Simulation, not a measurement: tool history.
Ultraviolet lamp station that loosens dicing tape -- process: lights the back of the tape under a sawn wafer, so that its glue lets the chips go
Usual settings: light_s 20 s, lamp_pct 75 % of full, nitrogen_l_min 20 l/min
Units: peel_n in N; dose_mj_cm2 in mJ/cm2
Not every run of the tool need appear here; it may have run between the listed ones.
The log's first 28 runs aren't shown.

Run 29, hour 285.6: usual settings but light_s 35 s, lamp_pct 63 % of full, nitrogen_l_min 22 l/min. Result: peel_n 0.268 N, dose_mj_cm2 312 mJ/cm2.
Run 30, hour 299.7: usual settings but light_s 21 s, lamp_pct 63 % of full, nitrogen_l_min 8 l/min. Result: peel_n 1.687 N, dose_mj_cm2 188 mJ/cm2.
Run 31, hour 313.8: usual settings but light_s 24 s, lamp_pct 68 % of full, nitrogen_l_min 27 l/min. Result: peel_n 0.537 N, dose_mj_cm2 230 mJ/cm2.
Run 32, hour 319.7: usual settings but light_s 15 s, lamp_pct 95 % of full, nitrogen_l_min 15 l/min. Result: peel_n 1.059 N, dose_mj_cm2 199 mJ/cm2.
Run 33, hour 326.4: usual settings but nitrogen_l_min 13 l/min. Result: peel_n 1.107 N, dose_mj_cm2 207 mJ/cm2.
Run 34, hour 335.5: usual settings but light_s 29 s, lamp_pct 67 % of full, nitrogen_l_min 9 l/min. Result: peel_n 0.805 N, dose_mj_cm2 265 mJ/cm2.
Run 35, hour 347.8: usual settings but lamp_pct 65 % of full, nitrogen_l_min 16 l/min. Result: peel_n 1.258 N, dose_mj_cm2 177 mJ/cm2.
Run 36, hour 355.4: usual settings but lamp_pct 65 % of full, nitrogen_l_min 16 l/min. Result: peel_n 1.313 N, dose_mj_cm2 175 mJ/cm2.
Run 37, hour 369.5: usual settings but light_s 14 s, nitrogen_l_min 25 l/min. Result: peel_n 1.551 N, dose_mj_cm2 142 mJ/cm2.
Run 38, hour 379.6: usual settings but light_s 29 s, lamp_pct 78 % of full, nitrogen_l_min 12 l/min. Result: peel_n 0.470 N, dose_mj_cm2 299 mJ/cm2.
Run 39, hour 391.3: usual settings but light_s 29 s, lamp_pct 78 % of full, nitrogen_l_min 12 l/min. Result: peel_n 0.483 N, dose_mj_cm2 298 mJ/cm2.
Run 40, hour 403.7: usual settings but light_s 29 s, lamp_pct 78 % of full, nitrogen_l_min 12 l/min. Result: peel_n 0.494 N, dose_mj_cm2 295 mJ/cm2.
Run 41, hour 411.5: usual settings but light_s 35 s, nitrogen_l_min 14 l/min. Result: peel_n 0.286 N, dose_mj_cm2 341 mJ/cm2.

Here are 3 independent what-if runs from the current tool condition. What would each one return?
Run A, hour 417.5: usual settings but light_s 35 s, nitrogen_l_min 26 l/min. Result: peel_n ?, dose_mj_cm2 ?.
Run B, hour 417.5: usual settings but light_s 16 s, lamp_pct 62 % of full, nitrogen_l_min 7 l/min. Result: peel_n ?, dose_mj_cm2 ?.
Run C, hour 417.5: usual settings but light_s 35 s, lamp_pct 95 % of full, nitrogen_l_min 14 l/min. Result: peel_n ?, dose_mj_cm2 ?.

run  peel_n  dose_mj_cm2
  A   0.184          334
  B   2.851          129
  C   0.156          432
Without the tool's hidden state the same runs would have given:
run  peel_n  dose_mj_cm2
  A   0.072          514
  B   1.629          198
  C   0.070          659
